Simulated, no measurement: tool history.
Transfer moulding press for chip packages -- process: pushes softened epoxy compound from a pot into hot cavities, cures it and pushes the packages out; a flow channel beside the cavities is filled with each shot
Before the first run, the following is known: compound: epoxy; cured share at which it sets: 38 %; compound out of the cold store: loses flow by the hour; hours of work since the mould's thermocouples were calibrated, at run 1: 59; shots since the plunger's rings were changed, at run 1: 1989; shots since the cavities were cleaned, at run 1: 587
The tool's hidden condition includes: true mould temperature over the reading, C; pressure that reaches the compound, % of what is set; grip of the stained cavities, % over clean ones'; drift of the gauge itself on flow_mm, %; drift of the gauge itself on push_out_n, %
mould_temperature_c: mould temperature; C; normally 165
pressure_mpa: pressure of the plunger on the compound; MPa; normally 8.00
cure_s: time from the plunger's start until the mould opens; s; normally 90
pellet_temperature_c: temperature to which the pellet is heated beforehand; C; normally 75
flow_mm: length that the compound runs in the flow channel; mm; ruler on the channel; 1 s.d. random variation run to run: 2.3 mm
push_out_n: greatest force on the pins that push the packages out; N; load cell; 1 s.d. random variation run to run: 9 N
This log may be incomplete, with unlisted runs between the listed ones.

run	hour	mould_temperature_c	pressure_mpa	cure_s	pellet_temperature_c	hours of work since the mould's thermocouples were calibrated	shots since the plunger's rings were changed	shots since the cavities were cleaned	incoming compound's hours out of the cold store	flow_mm	push_out_n
1	0.0	165	8.00	90	75	59	1989	587	36.6	498	404
# hour 21.5: cavities cleaned with cleaning compound and waxed
2	25.3	165	8.00	90	68	77	2315	51	8.1	601	427
3	51.9	165	8.00	90	75	97	2679	415	39.6	484	411
4	78.5	165	8.00	90	75	117	3043	779	40.5	483	414
# hour 86.9: cavities cleaned with cleaning compound and waxed
5	99.5	165	8.00	90	75	132	3309	171	29.0	522	408
6	125.9	165	8.00	90	75	151	3672	534	12.0	580	426
# hour 153.5: cavities cleaned with cleaning compound and waxed
7	157.8	165	8.00	90	75	174	4087	58	24.8	537	406
8	173.4	165	8.00	90	75	186	4300	271	19.4	548	407
# hour 183.5: plunger's sealing rings changed
9	210.5	165	8.00	90	75	212	369	745	36.9	494	401
# hour 220.9: cavities cleaned with cleaning compound and waxed
10	235.0	169	6.32	101	83	229	684	193	11.6	513	369
11	269.4	167	8.31	90	77	255	1156	665	40.6	488	375
# hour 287.2: cavities cleaned with cleaning compound and waxed
12	292.6	167	8.31	90	77	272	1452	74	21.4	553	390
13	327.9	172	6.48	87	84	298	1935	557	47.3	408	381
# hour 352.2: cavities cleaned with cleaning compound and waxed
14	363.3	172	6.48	87	84	324	2400	153	14.6	500	370

What does the tool deliver on the next run?
15	398.7	164	6.48	112	84	350	2883	636	11.8	?	?

flow_mm: 528 mm
push_out_n: 379 N
With the hidden condition absent and the run-to-run variation left alone, this run would have shown flow_mm 528 mm, push_out_n 375 N.

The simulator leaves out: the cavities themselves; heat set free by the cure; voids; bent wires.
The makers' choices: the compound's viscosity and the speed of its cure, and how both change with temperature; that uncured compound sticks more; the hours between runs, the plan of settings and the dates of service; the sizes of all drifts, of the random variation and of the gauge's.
